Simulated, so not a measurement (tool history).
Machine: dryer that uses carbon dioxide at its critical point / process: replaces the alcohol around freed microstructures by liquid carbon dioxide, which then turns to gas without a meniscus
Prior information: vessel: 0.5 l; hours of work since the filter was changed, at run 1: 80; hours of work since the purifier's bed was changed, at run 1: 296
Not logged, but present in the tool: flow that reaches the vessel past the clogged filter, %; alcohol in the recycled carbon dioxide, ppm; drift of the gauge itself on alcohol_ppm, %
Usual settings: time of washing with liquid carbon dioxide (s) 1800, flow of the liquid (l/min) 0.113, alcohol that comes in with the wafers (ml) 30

| run | hour | time of washing with liquid carbon dioxide (s) | flow of the liquid (l/min) | alcohol that comes in with the wafers (ml) | hours of work since the filter was changed | hours of work since the purifier's bed was changed | alcohol left in the vessel before it's heated (ppm by volume) |
|---|---|---|---|---|---|---|---|
| 1 | 0.0 | 1800 | 0.113 | 30 | 80 | 296 | 583 |
| 2 | 24.2 | 1800 | 0.113 | 30 | 91 | 307 | 600 |
| 3 | 55.6 | 1800 | 0.113 | 30 | 105 | 321 | 625 |
| 4 | 93.0 | 1800 | 0.113 | 37 | 122 | 338 | 764 |
| 5 | 121.4 | 1260 | 0.113 | 37 | 135 | 351 | 2828 |
| 6 | 147.5 | 1260 | 0.113 | 37 | 146 | 362 | 2850 |
| 7 | 180.1 | 1800 | 0.113 | 37 | 161 | 377 | 820 |
| 8 | 199.0 | 1800 | 0.118 | 30 | 170 | 386 | 606 |
| 9 | 228.4 | 1200 | 0.113 | 30 | 183 | 399 | 2862 |
| 10 | 255.0 | 1200 | 0.113 | 30 | 195 | 411 | 2895 |
| 11 | 277.8 | 1980 | 0.113 | 30 | 205 | 421 | 549 |
| 12 | 307.5 | 1980 | 0.113 | 30 | 218 | 434 | 555 |
| 13 | 339.0 | 1980 | 0.113 | 30 | 232 | 448 | 586 |
| 14 | 365.7 | 1980 | 0.113 | 30 | 244 | 460 | 589 |
| 15 | 386.5 | 1980 | 0.113 | 30 | 254 | 470 | 610 |
|  | 399.3 | inlet filter changed |
| 16 | 417.6 | 1980 | 0.113 | 30 | 8 | 483 | 453 |
| 17 | 438.0 | 1980 | 0.113 | 30 | 17 | 492 | 447 |
| 18 | 475.3 | 1800 | 0.113 | 56 | 34 | 509 | 1041 |
| 19 | 510.4 | 1800 | 0.113 | 28 | 50 | 525 | 634 |
| 20 | 548.2 | 1800 | 0.113 | 28 | 67 | 542 | 647 |
| 21 | 580.7 | 1800 | 0.113 | 30 | 81 | 556 | 681 |
| 22 | 607.7 | 1800 | 0.113 | 30 | 93 | 568 | 747 |
| 23 | 623.9 | 1800 | 0.113 | 30 | 101 | 576 | 727 |
|  | 634.5 | purifier's bed changed |
| 24 | 642.9 | 1800 | 0.113 | 30 | 108 | 4 | 522 |
| 25 | 666.5 | 2400 | 0.113 | 26 | 118 | 14 | 104 |
| 26 | 697.9 | 2400 | 0.113 | 26 | 132 | 28 | 122 |
| 27 | 731.2 | 2640 | 0.088 | 25 | 147 | 43 | 279 |
| 28 | 764.7 | 2640 | 0.167 | 53 | 162 | 58 | 30 |
| 29 | 787.5 | 1440 | 0.088 | 53 | 173 | 69 | 6196 |
| 30 | 820.8 | 1440 | 0.088 | 53 | 188 | 83 | 6418 |
| 31 | 851.3 | 2040 | 0.095 | 100 | 201 | 97 | 2672 |
| 32 | 873.6 | 2520 | 0.082 | 30 | 211 | 107 | 682 |
| 33 | 905.0 | 2520 | 0.082 | 30 | 225 | 121 | 723 |
| 34 | 939.7 | 2520 | 0.082 | 30 | 241 | 137 | 722 |
| 35 | 966.0 | 2760 | 0.144 | 36 | 253 | 149 | 80 |
|  | 979.3 | inlet filter changed |
| 36 | 987.6 | 1800 | 0.128 | 30 | 4 | 158 | 266 |
| 37 | 1006.2 | 1620 | 0.087 | 30 | 12 | 166 | 2015 |
| 38 | 1026.4 | 1620 | 0.107 | 35 | 21 | 175 | 1115 |
| 39 | 1052.6 | 1800 | 0.113 | 100 | 33 | 187 | 1484 |
| 40 | 1082.4 | 2760 | 0.129 | 35 | 46 | 200 | 93 |
| 41 | 1119.5 | 1680 | 0.149 | 30 | 63 | 217 | 232 |
| 42 | 1142.7 | 1680 | 0.149 | 30 | 73 | 227 | 226 |
| 43 | 1170.0 | 1800 | 0.113 | 70 | 85 | 239 | 1200 |
| 44 | 1199.8 | 1800 | 0.118 | 30 | 99 | 253 | 495 |
| 45 | 1227.8 | 1560 | 0.158 | 30 | 111 | 265 | 270 |
| 46 | 1262.5 | 1560 | 0.158 | 30 | 127 | 281 | 282 |
| 47 | 1283.1 | 1860 | 0.162 | 74 | 136 | 290 | 240 |

Entry by entry between the runs, the difference in hidden state between the last listed run before and the first listed run after:
From run 15 to run 16: inlet filter changed (hour 399.3)
  flow that reaches the vessel past the clogged filter, %: 89.9 -> 99; alcohol in the recycled carbon dioxide, ppm: 189.7 -> 195.3
  measured less the result without the state, alcohol left in the vessel before it's heated (ppm by volume): +364 -> +204
From run 23 to run 24: purifier's bed changed (hour 634.5)
  flow that reaches the vessel past the clogged filter, %: 95.3 -> 95; alcohol in the recycled carbon dioxide, ppm: 232.9 -> 8.4
  measured less the result without the state, alcohol left in the vessel before it's heated (ppm by volume): +330 -> +117
From run 35 to run 36: inlet filter changed (hour 979.3)
  flow that reaches the vessel past the clogged filter, %: 89.2 -> 99.6; alcohol in the recycled carbon dioxide, ppm: 65.8 -> 69.8
  measured less the result without the state, alcohol left in the vessel before it's heated (ppm by volume): +67 -> +70
